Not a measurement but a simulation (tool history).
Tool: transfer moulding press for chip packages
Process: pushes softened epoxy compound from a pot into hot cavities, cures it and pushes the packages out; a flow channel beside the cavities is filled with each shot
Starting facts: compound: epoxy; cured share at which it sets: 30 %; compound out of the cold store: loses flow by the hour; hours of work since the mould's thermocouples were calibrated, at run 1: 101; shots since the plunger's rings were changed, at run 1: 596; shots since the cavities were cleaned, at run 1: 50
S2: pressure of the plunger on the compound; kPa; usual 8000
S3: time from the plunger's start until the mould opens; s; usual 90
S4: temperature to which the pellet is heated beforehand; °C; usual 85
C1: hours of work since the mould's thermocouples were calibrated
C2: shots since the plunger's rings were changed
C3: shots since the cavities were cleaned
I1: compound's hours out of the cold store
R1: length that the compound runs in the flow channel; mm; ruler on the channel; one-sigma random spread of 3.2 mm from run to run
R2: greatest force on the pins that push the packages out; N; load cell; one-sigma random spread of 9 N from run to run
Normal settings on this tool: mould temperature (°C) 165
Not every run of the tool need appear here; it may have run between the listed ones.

run 1 hour=0 | mould_temperature_(°C)=165 S2=8000 S3=90 S4=85 | C1=101 C2=596 C3=50 | I1=8 | R1=571 R2=498
run 2 hour=15.3 | mould_temperature_(°C)=165 S2=8000 S3=90 S4=85 | C1=114 C2=828 C3=282 | I1=25.9 | R1=512 R2=692
-- hour=34.6 cavities cleaned with cleaning compound and waxed
run 3 hour=40.5 | mould_temperature_(°C)=165 S2=8000 S3=90 S4=85 | C1=132 C2=1184 C3=89 | I1=28.3 | R1=508 R2=501
run 4 hour=50.9 | mould_temperature_(°C)=165 S2=8000 S3=90 S4=85 | C1=141 C2=1341 C3=246 | I1=46.9 | R1=462 R2=601
run 5 hour=62.1 | mould_temperature_(°C)=165 S2=8000 S3=96 S4=85 | C1=150 C2=1510 C3=415 | I1=11.4 | R1=544 R2=716
-- hour=72.4 cavities cleaned with cleaning compound and waxed
run 6 hour=79.3 | mould_temperature_(°C)=165 S2=8000 S3=96 S4=85 | C1=162 C2=1748 C3=105 | I1=11.7 | R1=547 R2=504
run 7 hour=102.2 | mould_temperature_(°C)=165 S2=8000 S3=96 S4=85 | C1=180 C2=2092 C3=449 | I1=17.6 | R1=530 R2=711
-- hour=110.5 cavities cleaned with cleaning compound and waxed
run 8 hour=122.2 | mould_temperature_(°C)=165 S2=8000 S3=96 S4=85 | C1=195 C2=2372 C3=177 | I1=40.2 | R1=473 R2=570
run 9 hour=138.8 | mould_temperature_(°C)=165 S2=8000 S3=95 S4=85 | C1=208 C2=2621 C3=426 | I1=17.2 | R1=526 R2=740
-- hour=149.4 cavities cleaned with cleaning compound and waxed
run 10 hour=157.1 | mould_temperature_(°C)=165 S2=9640 S3=90 S4=85 | C1=221 C2=2875 C3=117 | I1=17.7 | R1=572 R2=557
run 11 hour=168 | mould_temperature_(°C)=165 S2=9640 S3=90 S4=85 | C1=230 C2=3039 C3=281 | I1=27.2 | R1=540 R2=674
-- hour=187.9 cavities cleaned with cleaning compound and waxed
run 12 hour=194.1 | mould_temperature_(°C)=170 S2=8000 S3=90 S4=85 | C1=250 C2=3411 C3=94 | I1=30.2 | R1=474 R2=463
run 13 hour=205.5 | mould_temperature_(°C)=171 S2=8000 S3=90 S4=85 | C1=259 C2=3582 C3=265 | I1=27.2 | R1=478 R2=573
run 14 hour=219.1 | mould_temperature_(°C)=171 S2=8000 S3=90 S4=85 | C1=269 C2=3788 C3=471 | I1=15.4 | R1=498 R2=656
-- hour=226.1 cavities cleaned with cleaning compound and waxed
run 15 hour=238.3 | mould_temperature_(°C)=158 S2=8000 S3=80 S4=85 | C1=283 C2=4055 C3=185 | I1=31.2 | R1=485 R2=1177
run 16 hour=253 | mould_temperature_(°C)=161 S2=8000 S3=90 S4=78 | C1=295 C2=4277 C3=407 | I1=21.6 | R1=501 R2=960
-- hour=263.9 cavities cleaned with cleaning compound and waxed
run 17 hour=268.7 | mould_temperature_(°C)=161 S2=8000 S3=90 S4=78 | C1=306 C2=4490 C3=72 | I1=27.2 | R1=489 R2=616
run 18 hour=281 | mould_temperature_(°C)=165 S2=8000 S3=90 S4=94 | C1=316 C2=4675 C3=257 | I1=18 | R1=508 R2=675
-- hour=299.3 plunger's sealing rings changed
run 19 hour=299.8 | mould_temperature_(°C)=168 S2=10000 S3=71 S4=87 | C1=329 C2=7 C3=503 | I1=37.2 | R1=547 R2=1035
-- hour=304.5 cavities cleaned with cleaning compound and waxed
run 20 hour=323.7 | mould_temperature_(°C)=168 S2=7980 S3=112 S4=76 | C1=347 C2=345 C3=289 | I1=34.1 | R1=491 R2=563
run 21 hour=335.5 | mould_temperature_(°C)=168 S2=7980 S3=112 S4=76 | C1=356 C2=523 C3=467 | I1=13.5 | R1=547 R2=641
-- hour=342.3 cavities cleaned with cleaning compound and waxed
run 22 hour=356.6 | mould_temperature_(°C)=168 S2=7980 S3=112 S4=76 | C1=372 C2=818 C3=215 | I1=40.2 | R1=475 R2=498
run 23 hour=371.7 | mould_temperature_(°C)=168 S2=7980 S3=112 S4=76 | C1=384 C2=1046 C3=443 | I1=11.1 | R1=549 R2=659
-- hour=380 cavities cleaned with cleaning compound and waxed
run 24 hour=395.1 | mould_temperature_(°C)=159 S2=6010 S3=73 S4=78 | C1=401 C2=1377 C3=228 | I1=10.2 | R1=497 R2=1707
-- hour=419.7 cavities cleaned with cleaning compound and waxed
run 25 hour=421.2 | mould_temperature_(°C)=159 S2=6010 S3=73 S4=78 | C1=421 C2=1748 C3=24 | I1=47 | R1=399 R2=992
run 26 hour=443.5 | mould_temperature_(°C)=166 S2=6010 S3=79 S4=78 | C1=438 C2=2083 C3=359 | I1=35.9 | R1=415 R2=886
-- hour=457.3 cavities cleaned with cleaning compound and waxed
run 27 hour=468.9 | mould_temperature_(°C)=171 S2=6950 S3=90 S4=86 | C1=457 C2=2444 C3=174 | I1=41.2 | R1=424 R2=505

Here are 3 independent what-if runs from the current tool condition. What would each one return?
run A hour=487.5 | mould_temperature_(°C)=165 S2=8000 S3=100 S4=85 | C1=472 C2=2725 C3=455 | I1=43.8 | R1=? R2=?
run B hour=487.5 | mould_temperature_(°C)=171 S2=6950 S3=84 S4=81 | C1=472 C2=2725 C3=455 | I1=24.3 | R1=? R2=?
run C hour=487.5 | mould_temperature_(°C)=157 S2=7200 S3=88 S4=86 | C1=472 C2=2725 C3=455 | I1=16.4 | R1=? R2=?

run=A R1=459 R2=678
run=B R1=457 R2=698
run=C R1=515 R2=1352
Had the tool no hidden state, the same runs would have come out as:
run=A R1=482 R2=358
run=B R1=480 R2=373
run=C R1=541 R2=747

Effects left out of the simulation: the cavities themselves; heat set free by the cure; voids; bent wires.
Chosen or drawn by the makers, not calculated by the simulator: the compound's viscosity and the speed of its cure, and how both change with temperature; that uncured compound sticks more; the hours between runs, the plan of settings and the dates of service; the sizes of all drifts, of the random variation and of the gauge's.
